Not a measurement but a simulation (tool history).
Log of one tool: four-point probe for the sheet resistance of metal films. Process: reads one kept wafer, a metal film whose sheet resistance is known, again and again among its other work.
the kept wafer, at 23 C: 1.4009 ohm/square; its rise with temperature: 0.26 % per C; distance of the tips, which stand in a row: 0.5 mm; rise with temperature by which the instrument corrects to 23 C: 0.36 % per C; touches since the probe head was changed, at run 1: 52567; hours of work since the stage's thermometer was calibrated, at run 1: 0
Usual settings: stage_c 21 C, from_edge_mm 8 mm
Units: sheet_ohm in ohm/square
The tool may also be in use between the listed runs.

run	hour	stage_c	from_edge_mm	touches since the probe head was changed	hours of work since the stage's thermometer was calibrated	sheet_ohm
1	0	21	8	52567	0	1.400715
2	24.8	21	3	53499	15	1.418784
3	58	30	8	54746	36	1.388764
4	82.7	30	8	55676	51	1.389027
5	102.2	30	8	56408	63	1.388868
6	130.5	30	8	57471	81	1.388662
7	153.7	30	8	58342	95	1.388639
8	174.2	30	8	59114	107	1.388721
9	203.9	21	8	60230	126	1.401615
10	232.7	21	8	61311	144	1.40194
11	257.1	21	8	62229	159	1.401772
12	293.6	21	8	63602	181	1.40172
13	334.8	21	8	65147	207	1.401613
14	368	21	8	66397	227	1.402347
15	395.3	21	8	67422	244	1.40217
16	425.8	21	8	68567	263	1.401886
17	462.4	21	8	69943	285	1.402031
18	482.6	30	47	70702	298	1.386941
19	520.2	30	47	72117	321	1.387134
20	559.2	28	10	73582	345	1.391031
21	598.1	23	36	75042	369	1.396948
22	620.1	23	36	75870	383	1.397017
23	653.9	19	13	77140	403	1.403647
24	694.1	27	42	78653	428	1.391168
25	716.7	18	11	79500	442	1.405944
26	753.7	18	18	80890	465	1.40523
27	770.7	18	18	81531	475	1.405799
28	796.6	26	26	82504	491	1.393634
29	834.4	26	26	83922	515	1.39322
30	866.4	18	61	85128	535	1.404682
31	901.1	21	11	86429	556	1.401517
32	941.5	21	42	87948	581	1.400344
33	971.8	25	44	89089	600	1.394736
34	998.3	20	4	90082	616	1.41394

Forecast each of these 4 alternatives for the next run:
A	1034.3	22	9	91434	638	?
B	1034.3	25	65	91434	638	?
C	1034.3	29	8	91434	638	?
D	1034.3	35	30	91434	638	?

run	sheet_ohm
A	1.40135
B	1.394664
C	1.392375
D	1.382018
Without the tool's hidden state the same runs would have given:
run	sheet_ohm
A	1.40434
B	1.397644
C	1.395355
D	1.384984
